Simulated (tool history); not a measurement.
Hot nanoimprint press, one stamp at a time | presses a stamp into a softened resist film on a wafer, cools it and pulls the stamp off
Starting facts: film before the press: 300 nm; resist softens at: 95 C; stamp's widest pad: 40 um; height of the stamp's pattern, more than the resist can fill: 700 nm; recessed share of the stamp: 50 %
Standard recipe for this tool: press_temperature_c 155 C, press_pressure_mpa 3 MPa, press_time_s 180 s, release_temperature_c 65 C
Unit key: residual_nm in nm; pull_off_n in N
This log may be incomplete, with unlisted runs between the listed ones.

run,hour,press_temperature_c,press_pressure_mpa,press_time_s,release_temperature_c,residual_nm,pull_off_n
1,0,155,3,180,65,151.4,200
# hour 34.2: plate thermocouple calibrated
2,34.2,155,3,180,65,161.1,206
3,70.3,155,2.21,180,65,179.8,207
4,103,155,3,180,65,159.8,204
5,126.3,155,3,180,65,159.6,212
6,169.6,155,3,180,65,160.1,214
7,190.9,155,3,180,65,160.4,213
# hour 217.5: stamp cleaned and given a new release coat
8,228,155,3,180,65,159.4,182
9,264.8,155,3,180,65,158.9,175
10,293.9,155,3,180,70,159.6,155
11,325.8,155,3,180,70,160,157
12,349.4,155,3,180,68,157.4,171
13,391.1,155,3,180,68,157.7,167
14,415.4,155,3,180,65,157.2,182
15,451.4,155,3,180,65,157.4,192
16,476.2,155,3,180,65,157.4,190
17,511.3,155,3,180,66,156.6,189
18,547.7,155,3,180,60,156.7,221
19,586,155,3,180,60,155,222
# hour 602.5: plate thermocouple calibrated
20,625.7,155,3.91,99,67,178.4,191
21,658.5,155,3,219,65,150.1,205
22,687.3,155,3,219,65,150,204
23,711.4,155,3,303,69,134.6,177
24,739.4,155,3.36,213,65,144.6,203
25,782.9,160,2.55,213,65,127,211
26,813.4,159,2.55,171,63,143.4,223
27,834.1,152,1.87,180,65,212.5,205
28,863.8,155,2.06,303,66,154.5,205
29,887.7,163,2.73,180,72,113.8,164
# hour 904.1: stamp cleaned and given a new release coat
30,935.4,163,2.73,180,72,112.8,147

Forecast each of these 3 alternatives for the next run:
# hour 972.7: press's hydraulic seals changed and the load cell set to zero
A,989.9,143,2.53,197,72,?,?
# hour 972.7: press's hydraulic seals changed and the load cell set to zero
B,989.9,162,2.44,111,65,?,?
# hour 972.7: press's hydraulic seals changed and the load cell set to zero
C,989.9,160,2.71,211,65,?,?

run,residual_nm,pull_off_n
A,251.4,139
B,146.8,184
C,120.1,180
What these runs would have given with no unlogged condition in the tool:
run,residual_nm,pull_off_n
A,254.5,139
B,150.1,183
C,123.1,179
